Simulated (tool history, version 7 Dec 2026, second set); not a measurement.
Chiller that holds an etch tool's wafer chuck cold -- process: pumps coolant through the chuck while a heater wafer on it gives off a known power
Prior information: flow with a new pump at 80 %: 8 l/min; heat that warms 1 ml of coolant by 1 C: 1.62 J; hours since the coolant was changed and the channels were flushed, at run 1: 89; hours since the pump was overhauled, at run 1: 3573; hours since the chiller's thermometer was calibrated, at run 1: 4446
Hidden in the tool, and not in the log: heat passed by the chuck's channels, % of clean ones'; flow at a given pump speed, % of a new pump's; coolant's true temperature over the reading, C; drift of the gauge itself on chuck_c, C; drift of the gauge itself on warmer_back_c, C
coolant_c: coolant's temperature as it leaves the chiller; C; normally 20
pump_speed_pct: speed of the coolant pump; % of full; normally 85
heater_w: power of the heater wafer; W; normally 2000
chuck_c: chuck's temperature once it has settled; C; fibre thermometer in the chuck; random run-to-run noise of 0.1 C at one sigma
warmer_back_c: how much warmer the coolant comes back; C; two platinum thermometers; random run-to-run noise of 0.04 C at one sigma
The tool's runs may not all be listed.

| run | hour | coolant_c | pump_speed_pct | heater_w | hours since the coolant was changed and the channels were flushed | hours since the pump was overhauled | hours since the chiller's thermometer was calibrated | chuck_c | warmer_back_c |
|---|---|---|---|---|---|---|---|---|---|
| 1 | 0.0 | 20 | 85 | 2000 | 89 | 3573 | 4446 | 36.3 | 8.76 |
| 2 | 43.3 | 20 | 85 | 2000 | 132 | 3616 | 4489 | 36.3 | 8.68 |
| 3 | 134.7 | 20 | 85 | 2000 | 223 | 3707 | 4581 | 36.3 | 8.77 |
| 4 | 220.0 | 20 | 85 | 2000 | 309 | 3793 | 4666 | 36.4 | 8.70 |
| 5 | 278.1 | 20 | 85 | 2000 | 367 | 3851 | 4724 | 36.2 | 8.66 |
| 6 | 362.0 | 20 | 85 | 2000 | 451 | 3935 | 4808 | 36.4 | 8.62 |
| 7 | 445.3 | 20 | 85 | 1951 | 534 | 4018 | 4891 | 35.8 | 8.42 |
| 8 | 531.8 | 20 | 85 | 1951 | 620 | 4105 | 4978 | 35.8 | 8.27 |
| 9 | 600.5 | 20 | 85 | 1951 | 689 | 4173 | 5046 | 35.8 | 8.35 |
| 10 | 692.8 | 20 | 70 | 2000 | 781 | 4266 | 5139 | 39.0 | 10.41 |
| 11 | 777.9 | 20 | 70 | 2000 | 866 | 4351 | 5224 | 39.0 | 10.36 |
| 12 | 821.8 | 20 | 99 | 2000 | 910 | 4395 | 5268 | 34.4 | 7.30 |
|  | 860.7 | chiller's thermometer calibrated |
| 13 | 892.9 | 20 | 83 | 2000 | 980 | 4465 | 32 | 36.5 | 8.65 |
|  | 952.7 | gauge calibrated |
| 14 | 972.4 | 20 | 83 | 2000 | 1060 | 4544 | 112 | 36.7 | 8.95 |
| 15 | 1054.5 | 20 | 83 | 2000 | 1142 | 4626 | 194 | 36.7 | 8.95 |
| 16 | 1117.8 | 20 | 83 | 2000 | 1205 | 4690 | 257 | 36.5 | 8.91 |
| 17 | 1186.4 | 14 | 85 | 1645 | 1274 | 4758 | 326 | 27.5 | 7.14 |
| 18 | 1259.1 | 14 | 85 | 1645 | 1347 | 4831 | 398 | 27.5 | 7.08 |
| 19 | 1301.9 | 23 | 85 | 1381 | 1389 | 4874 | 441 | 34.2 | 5.88 |
| 20 | 1343.8 | 11 | 94 | 2000 | 1431 | 4916 | 483 | 26.1 | 7.79 |
| 21 | 1402.7 | 12 | 66 | 1038 | 1490 | 4974 | 542 | 22.2 | 5.69 |
| 22 | 1461.4 | 13 | 76 | 1598 | 1549 | 5033 | 601 | 27.4 | 7.64 |
| 23 | 1548.8 | 13 | 76 | 1598 | 1636 | 5121 | 688 | 27.4 | 7.57 |
| 24 | 1633.0 | 13 | 88 | 1598 | 1721 | 5205 | 772 | 25.6 | 6.57 |
| 25 | 1672.8 | 17 | 88 | 1219 | 1760 | 5245 | 812 | 26.8 | 4.96 |
| 26 | 1724.3 | 17 | 88 | 1219 | 1812 | 5296 | 864 | 26.8 | 4.89 |
|  | 1814.2 | gauge calibrated |
| 27 | 1814.2 | 20 | 69 | 2000 | 1902 | 5386 | 954 | 39.4 | 10.75 |
| 28 | 1855.8 | 14 | 69 | 1108 | 1943 | 5428 | 995 | 24.4 | 5.99 |
| 29 | 1919.6 | 11 | 95 | 2569 | 2007 | 5491 | 1059 | 30.2 | 10.09 |
| 30 | 1978.1 | 11 | 95 | 2569 | 2066 | 5550 | 1117 | 30.0 | 9.98 |
| 31 | 2044.1 | 20 | 80 | 2731 | 2132 | 5616 | 1183 | 43.3 | 12.55 |
| 32 | 2112.1 | 20 | 80 | 2731 | 2200 | 5684 | 1251 | 43.4 | 12.60 |

Measured less the same run without the tool's hidden state. The same run-to-run variation is in both; the gauge's scatter may not be:
| run | warmer_back_c |
|---|---|
| 1 | +0.01 |
| 2 | +0.00 |
| 3 | -0.02 |
| 4 | -0.05 |
| 5 | -0.07 |
| 6 | -0.09 |
| 7 | -0.11 |
| 8 | -0.14 |
| 9 | -0.15 |
| 10 | -0.18 |
| 11 | -0.20 |
| 12 | -0.22 |
| 13 | -0.24 |
| 14 | +0.01 |
| 15 | -0.01 |
| 16 | -0.03 |
| 17 | -0.05 |
| 18 | -0.08 |
| 19 | -0.09 |
| 20 | -0.09 |
| 21 | -0.12 |
| 22 | -0.13 |
| 23 | -0.15 |
| 24 | -0.18 |
| 25 | -0.19 |
| 26 | -0.21 |
| 27 | +0.03 |
| 28 | +0.00 |
| 29 | -0.01 |
| 30 | -0.02 |
| 31 | -0.04 |
| 32 | -0.06 |
For chuck_c, the value without the hidden state is never more than 0.1 C from the measured value.
